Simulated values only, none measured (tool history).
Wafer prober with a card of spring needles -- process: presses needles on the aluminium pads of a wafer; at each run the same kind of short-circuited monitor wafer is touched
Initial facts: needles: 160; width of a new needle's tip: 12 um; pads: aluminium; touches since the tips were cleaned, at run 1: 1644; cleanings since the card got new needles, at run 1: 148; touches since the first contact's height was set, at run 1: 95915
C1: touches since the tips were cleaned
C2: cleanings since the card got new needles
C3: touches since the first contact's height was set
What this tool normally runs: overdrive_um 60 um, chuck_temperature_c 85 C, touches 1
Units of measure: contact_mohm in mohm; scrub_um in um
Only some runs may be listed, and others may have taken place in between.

Run 1, day 0: usual settings; C1 1644; C2 148; C3 95915. Result: contact_mohm 299 mohm, scrub_um 13.39 um.
At day 0.246: tips cleaned on abrasive film.
At day 0.65: tips cleaned on abrasive film.
At day 0.979: tips cleaned on abrasive film.
At day 1.383: tips cleaned on abrasive film.
At day 1.792: tips cleaned on abrasive film.
Run 2, day 2: usual settings; C1 2445; C2 153; C3 118894. Result: contact_mohm 336 mohm, scrub_um 13.08 um.
At day 2.167: tips cleaned on abrasive film.
At day 2.492: tips cleaned on abrasive film.
At day 2.9: tips cleaned on abrasive film.
At day 3.304: tips cleaned on abrasive film.
At day 3.712: tips cleaned on abrasive film.
At day 4.117: tips cleaned on abrasive film.
At day 4.446: tips cleaned on abrasive film.
At day 4.846: tips cleaned on abrasive film.
Run 3, day 4.846: usual settings; C1 0; C2 161; C3 151516. Result: contact_mohm 240 mohm, scrub_um 12.93 um.
At day 5.254: tips cleaned on abrasive film.
At day 5.579: tips cleaned on abrasive film.
At day 5.983: tips cleaned on abrasive film.
At day 6.312: tips cleaned on abrasive film.
At day 6.638: tips cleaned on abrasive film.
At day 7.042: tips cleaned on abrasive film.
At day 7.45: tips cleaned on abrasive film.
At day 7.625: height of the first contact set anew.
At day 7.788: tips cleaned on abrasive film.
Run 4, day 7.8: usual settings; C1 125; C2 169; C3 1992. Result: contact_mohm 254 mohm, scrub_um 13.63 um.
At day 8.125: tips cleaned on abrasive film.
At day 8.533: tips cleaned on abrasive film.
At day 8.938: tips cleaned on abrasive film.
At day 9.346: tips cleaned on abrasive film.
At day 9.75: tips cleaned on abrasive film.
At day 10.158: tips cleaned on abrasive film.
At day 10.521: tips cleaned on abrasive film.
Run 5, day 10.521: usual settings; C1 0; C2 176; C3 33241. Result: contact_mohm 245 mohm, scrub_um 13.59 um.
At day 10.846: tips cleaned on abrasive film.
At day 11.175: tips cleaned on abrasive film.
At day 11.579: tips cleaned on abrasive film.
At day 11.988: tips cleaned on abrasive film.
At day 12.392: tips cleaned on abrasive film.
At day 12.8: tips cleaned on abrasive film.
At day 13.125: tips cleaned on abrasive film.
At day 13.533: tips cleaned on abrasive film.
Run 6, day 13.817: usual settings but overdrive_um 70 um; C1 3317; C2 184; C3 71094. Result: contact_mohm 319 mohm, scrub_um 15.57 um.
At day 13.904: tips cleaned on abrasive film.
At day 14.308: tips cleaned on abrasive film.
At day 14.717: tips cleaned on abrasive film.
At day 15.042: tips cleaned on abrasive film.
Run 7, day 15.338: usual settings but overdrive_um 70 um; C1 3430; C2 188; C3 88526. Result: contact_mohm 322 mohm, scrub_um 15.45 um.
At day 15.421: tips cleaned on abrasive film.
At day 15.829: tips cleaned on abrasive film.
At day 16.154: tips cleaned on abrasive film.
At day 16.558: tips cleaned on abrasive film.
At day 16.888: tips cleaned on abrasive film.
At day 17.212: tips cleaned on abrasive film.
At day 17.617: tips cleaned on abrasive film.
At day 18.025: tips cleaned on abrasive film.
At day 18.429: tips cleaned on abrasive film.
At day 18.758: tips cleaned on abrasive film.
Run 8, day 18.858: usual settings but overdrive_um 70 um; C1 1191; C2 198; C3 128919. Result: contact_mohm 288 mohm, scrub_um 15.34 um.
At day 19.104: tips cleaned on abrasive film.
At day 19.512: tips cleaned on abrasive film.
At day 19.838: tips cleaned on abrasive film, once more.
At day 20.246: tips cleaned on abrasive film.
Run 9, day 20.467: usual settings but overdrive_um 70 um; C1 2577; C2 202; C3 147362. Result: contact_mohm 318 mohm, scrub_um 15.44 um.
At day 20.629: tips cleaned on abrasive film.
At day 21.038: tips cleaned on abrasive film.
At day 21.446: tips cleaned on abrasive film.
At day 21.85: tips cleaned on abrasive film.
At day 22.175: tips cleaned on abrasive film.
At day 22.583: tips cleaned on abrasive film.
At day 22.908: tips cleaned on abrasive film.
At day 23.267: tips cleaned on abrasive film.
Run 10, day 23.267: usual settings but overdrive_um 70 um; C1 0; C2 210; C3 179478. Result: contact_mohm 246 mohm, scrub_um 15.37 um.
At day 23.6: height of the first contact set anew.
At day 23.688: tips cleaned on abrasive film.
At day 24.012: tips cleaned on abrasive film.
At day 24.338: tips cleaned on abrasive film.
At day 24.746: tips cleaned on abrasive film.
At day 25.071: tips cleaned on abrasive film.
Run 11, day 25.283: usual settings but overdrive_um 69 um, chuck_temperature_c 118 C, touches 2; C1 2464; C2 215; C3 19265. Result: contact_mohm 280 mohm, scrub_um 15.62 um.
At day 25.45: tips cleaned on abrasive film.
At day 25.854: tips cleaned on abrasive film.
At day 26.262: tips cleaned on abrasive film.
At day 26.588: tips cleaned on abrasive film.
At day 26.992: tips cleaned on abrasive film.
At day 27.4: tips cleaned on abrasive film.
At day 27.804: tips cleaned on abrasive film.
At day 28.133: tips cleaned on abrasive film.
At day 28.538: tips cleaned on abrasive film.
Run 12, day 28.742: usual settings but touches 2; C1 2361; C2 224; C3 58962. Result: contact_mohm 300 mohm, scrub_um 13.48 um.
At day 28.908: tips cleaned on abrasive film.
At day 29.233: tips cleaned on abrasive film.
At day 29.558: tips cleaned on abrasive film.
At day 29.883: tips cleaned on abrasive film.
At day 30.292: tips cleaned on abrasive film.
At day 30.696: tips cleaned on abrasive film.
At day 31.104: tips cleaned on abrasive film.
At day 31.512: tips cleaned on abrasive film.
At day 31.917: tips cleaned on abrasive film.
Run 13, day 32.217: usual settings but touches 2; C1 3457; C2 233; C3 98822. Result: contact_mohm 316 mohm, scrub_um 13.43 um.
At day 32.3: tips cleaned on abrasive film.
At day 32.625: tips cleaned on abrasive film.
At day 33.033: tips cleaned on abrasive film.
At day 33.438: tips cleaned on abrasive film.
Run 14, day 33.708: usual settings but touches 2; C1 3115; C2 237; C3 115938. Result: contact_mohm 312 mohm, scrub_um 13.15 um.
At day 33.792: tips cleaned on abrasive film.
At day 34.196: tips cleaned on abrasive film.
At day 34.604: tips cleaned on abrasive film.
At day 35.012: tips cleaned on abrasive film.
Run 15, day 35.217: usual settings but chuck_temperature_c 119 C, touches 2; C1 2382; C2 241; C3 133254. Result: contact_mohm 312 mohm, scrub_um 13.11 um.
At day 35.379: tips cleaned on abrasive film.
At day 35.879: card fitted with new needles.
At day 36.288: tips cleaned on abrasive film.
At day 36.612: tips cleaned on abrasive film.
At day 36.938: tips cleaned on abrasive film.
At day 37.346: tips cleaned on abrasive film.
At day 37.671: tips cleaned on abrasive film.
At day 38.079: tips cleaned on abrasive film.
Run 16, day 38.279: usual settings but chuck_temperature_c 119 C, touches 2; C1 2320; C2 6; C3 27521. Result: contact_mohm 268 mohm, scrub_um 13.64 um.
At day 38.442: tips cleaned on abrasive film.
At day 38.771: tips cleaned on abrasive film.
At day 39.175: tips cleaned on abrasive film.
At day 39.5: tips cleaned on abrasive film.
At day 39.908: tips cleaned on abrasive film.
At day 40.312: tips cleaned on abrasive film.
At day 40.642: tips cleaned on abrasive film.
At day 41.046: tips cleaned on abrasive film.
Run 17, day 41.283: usual settings but chuck_temperature_c 119 C, touches 2; C1 2767; C2 14; C3 62023. Result: contact_mohm 277 mohm, scrub_um 13.55 um.
At day 41.45: tips cleaned on abrasive film.
At day 41.858: tips cleaned on abrasive film.
At day 42.262: tips cleaned on abrasive film.
At day 42.588: tips cleaned on abrasive film.
At day 42.996: tips cleaned on abrasive film.
At day 43.4: tips cleaned on abrasive film.
At day 43.808: tips cleaned on abrasive film.
Run 18, day 43.971: usual settings but chuck_temperature_c 119 C, touches 2; C1 1883; C2 21; C3 92842. Result: contact_mohm 274 mohm, scrub_um 13.2 um.
At day 44.138: tips cleaned on abrasive film.
At day 44.542: tips cleaned on abrasive film.
At day 44.95: tips cleaned on abrasive film.
At day 45.354: tips cleaned on abrasive film.
At day 45.683: tips cleaned on abrasive film.
At day 46.008: tips cleaned on abrasive film.
At day 46.412: tips cleaned on abrasive film.
At day 46.742: tips cleaned on abrasive film.
Run 19, day 46.846: usual settings but chuck_temperature_c 26 C, touches 2; C1 1213; C2 29; C3 125797. Result: contact_mohm 249 mohm, scrub_um 13.1 um.
At day 47.092: tips cleaned on abrasive film.
At day 47.496: tips cleaned on abrasive film.
At day 47.821: tips cleaned on abrasive film.
At day 48.15: tips cleaned on abrasive film.
At day 48.554: tips cleaned on abrasive film.
At day 48.962: tips cleaned on abrasive film.
Run 20, day 49.054: usual settings but overdrive_um 49 um, touches 2; C1 1098; C2 35; C3 151164. Result: contact_mohm 268 mohm, scrub_um 10.58 um.

Branching from run 20: 5 alternative next runs. What would each branch give?
At day 49.3: tips cleaned on abrasive film.
At day 49.625: tips cleaned on abrasive film.
At day 50.033: tips cleaned on abrasive film.
At day 50.358: tips cleaned on abrasive film.
At day 50.767: tips cleaned on abrasive film.
At day 51.171: tips cleaned on abrasive film.
At day 51.579: tips cleaned on abrasive film.
At day 51.833: height of the first contact set anew.
At day 51.917: tips cleaned on abrasive film.
Run A, day 52.233: usual settings but chuck_temperature_c 67 C; C1 3667; C2 43; C3 4601. Result: contact_mohm ?, scrub_um ?.
At day 49.3: tips cleaned on abrasive film.
At day 49.625: tips cleaned on abrasive film.
At day 50.033: tips cleaned on abrasive film.
At day 50.358: tips cleaned on abrasive film.
At day 50.767: tips cleaned on abrasive film.
At day 51.171: tips cleaned on abrasive film.
At day 51.579: tips cleaned on abrasive film.
At day 51.833: height of the first contact set anew.
At day 51.917: tips cleaned on abrasive film.
Run B, day 52.233: usual settings but overdrive_um 61 um, chuck_temperature_c 84 C; C1 3667; C2 43; C3 4601. Result: contact_mohm ?, scrub_um ?.
At day 49.3: tips cleaned on abrasive film.
At day 49.625: tips cleaned on abrasive film.
At day 50.033: tips cleaned on abrasive film.
At day 50.358: tips cleaned on abrasive film.
At day 50.767: tips cleaned on abrasive film.
At day 51.171: tips cleaned on abrasive film.
At day 51.579: tips cleaned on abrasive film.
At day 51.833: height of the first contact set anew.
At day 51.917: tips cleaned on abrasive film.
Run C, day 52.233: usual settings but overdrive_um 44 um, chuck_temperature_c 60 C, touches 2; C1 3667; C2 43; C3 4601. Result: contact_mohm ?, scrub_um ?.
At day 49.3: tips cleaned on abrasive film.
At day 49.625: tips cleaned on abrasive film.
At day 50.033: tips cleaned on abrasive film.
At day 50.358: tips cleaned on abrasive film.
At day 50.767: tips cleaned on abrasive film.
At day 51.171: tips cleaned on abrasive film.
At day 51.579: tips cleaned on abrasive film.
At day 51.833: height of the first contact set anew.
At day 51.917: tips cleaned on abrasive film.
Run D, day 52.233: usual settings but chuck_temperature_c 29 C, touches 2; C1 3667; C2 43; C3 4601. Result: contact_mohm ?, scrub_um ?.
At day 49.3: tips cleaned on abrasive film.
At day 49.625: tips cleaned on abrasive film.
At day 50.033: tips cleaned on abrasive film.
At day 50.358: tips cleaned on abrasive film.
At day 50.767: tips cleaned on abrasive film.
At day 51.171: tips cleaned on abrasive film.
At day 51.579: tips cleaned on abrasive film.
At day 51.833: height of the first contact set anew.
At day 51.917: tips cleaned on abrasive film.
Run E, day 52.233: usual settings but overdrive_um 46 um, touches 3; C1 3667; C2 43; C3 4601. Result: contact_mohm ?, scrub_um ?.

run  contact_mohm  scrub_um
  A           302     13.69
  B           303      13.7
  C           301      9.91
  D           266     13.68
  E           272     10.38
Without the tool's hidden state the same runs would have given:
run  contact_mohm  scrub_um
  A           231      13.7
  B           234     13.72
  C           232      9.92
  D           220     13.69
  E           235      10.4
